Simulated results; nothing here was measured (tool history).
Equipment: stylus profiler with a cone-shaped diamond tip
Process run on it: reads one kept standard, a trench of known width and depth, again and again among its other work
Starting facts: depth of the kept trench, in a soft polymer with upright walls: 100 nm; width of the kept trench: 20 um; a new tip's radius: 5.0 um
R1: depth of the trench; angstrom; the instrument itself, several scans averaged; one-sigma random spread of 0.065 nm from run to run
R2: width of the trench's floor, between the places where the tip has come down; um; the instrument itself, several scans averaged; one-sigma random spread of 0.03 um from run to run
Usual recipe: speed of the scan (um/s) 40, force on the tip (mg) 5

run 1 hour=0 | speed_of_the_scan_(um/s)=40 force_on_the_tip_(mg)=5 | R1=1025.9 R2=17.88
run 2 hour=49.7 | speed_of_the_scan_(um/s)=40 force_on_the_tip_(mg)=5 | R1=1024.8 R2=17.81
run 3 hour=158.6 | speed_of_the_scan_(um/s)=40 force_on_the_tip_(mg)=5 | R1=1026.1 R2=17.84
run 4 hour=251.8 | speed_of_the_scan_(um/s)=40 force_on_the_tip_(mg)=5 | R1=1025.4 R2=17.81
run 5 hour=352.2 | speed_of_the_scan_(um/s)=40 force_on_the_tip_(mg)=3.04 | R1=1017.7 R2=17.82
run 6 hour=470.1 | speed_of_the_scan_(um/s)=40 force_on_the_tip_(mg)=2.42 | R1=1015.6 R2=17.79
run 7 hour=559.8 | speed_of_the_scan_(um/s)=40 force_on_the_tip_(mg)=2.42 | R1=1015.2 R2=17.79
run 8 hour=613.9 | speed_of_the_scan_(um/s)=40 force_on_the_tip_(mg)=2.42 | R1=1015.3 R2=17.8
run 9 hour=700.9 | speed_of_the_scan_(um/s)=40 force_on_the_tip_(mg)=2.42 | R1=1016.3 R2=17.74
run 10 hour=776.9 | speed_of_the_scan_(um/s)=114 force_on_the_tip_(mg)=5 | R1=1025.2 R2=17.58
run 11 hour=836.4 | speed_of_the_scan_(um/s)=27 force_on_the_tip_(mg)=7.21 | R1=1033.4 R2=17.87
run 12 hour=900.9 | speed_of_the_scan_(um/s)=29 force_on_the_tip_(mg)=4.1 | R1=1021.7 R2=17.84
run 13 hour=969.8 | speed_of_the_scan_(um/s)=15 force_on_the_tip_(mg)=2.96 | R1=1017.6 R2=17.93
run 14 hour=1058.3 | speed_of_the_scan_(um/s)=35 force_on_the_tip_(mg)=2.96 | R1=1017 R2=17.8
run 15 hour=1155.7 | speed_of_the_scan_(um/s)=35 force_on_the_tip_(mg)=2.96 | R1=1017.7 R2=17.83
run 16 hour=1255 | speed_of_the_scan_(um/s)=93 force_on_the_tip_(mg)=7.16 | R1=1033.8 R2=17.69

Predict each of these 5 candidate next runs independently; none follows another, all start after run 16:
run A hour=1318.8 | speed_of_the_scan_(um/s)=18 force_on_the_tip_(mg)=8.5 | R1=? R2=?
run B hour=1318.8 | speed_of_the_scan_(um/s)=93 force_on_the_tip_(mg)=6.31 | R1=? R2=?
run C hour=1318.8 | speed_of_the_scan_(um/s)=127 force_on_the_tip_(mg)=1.67 | R1=? R2=?
run D hour=1318.8 | speed_of_the_scan_(um/s)=102 force_on_the_tip_(mg)=5.2 | R1=? R2=?
run E hour=1318.8 | speed_of_the_scan_(um/s)=33 force_on_the_tip_(mg)=13.15 | R1=? R2=?

run=A R1=1036.3 R2=17.93
run=B R1=1030.1 R2=17.64
run=C R1=1012.7 R2=17.12
run=D R1=1025.6 R2=17.57
run=E R1=1049.4 R2=17.94
Without the tool's unlogged condition, the same runs would have read:
run=A R1=1036.4 R2=17.96
run=B R1=1030.2 R2=17.66
run=C R1=1012.8 R2=17.15
run=D R1=1025.7 R2=17.59
run=E R1=1049.4 R2=17.96
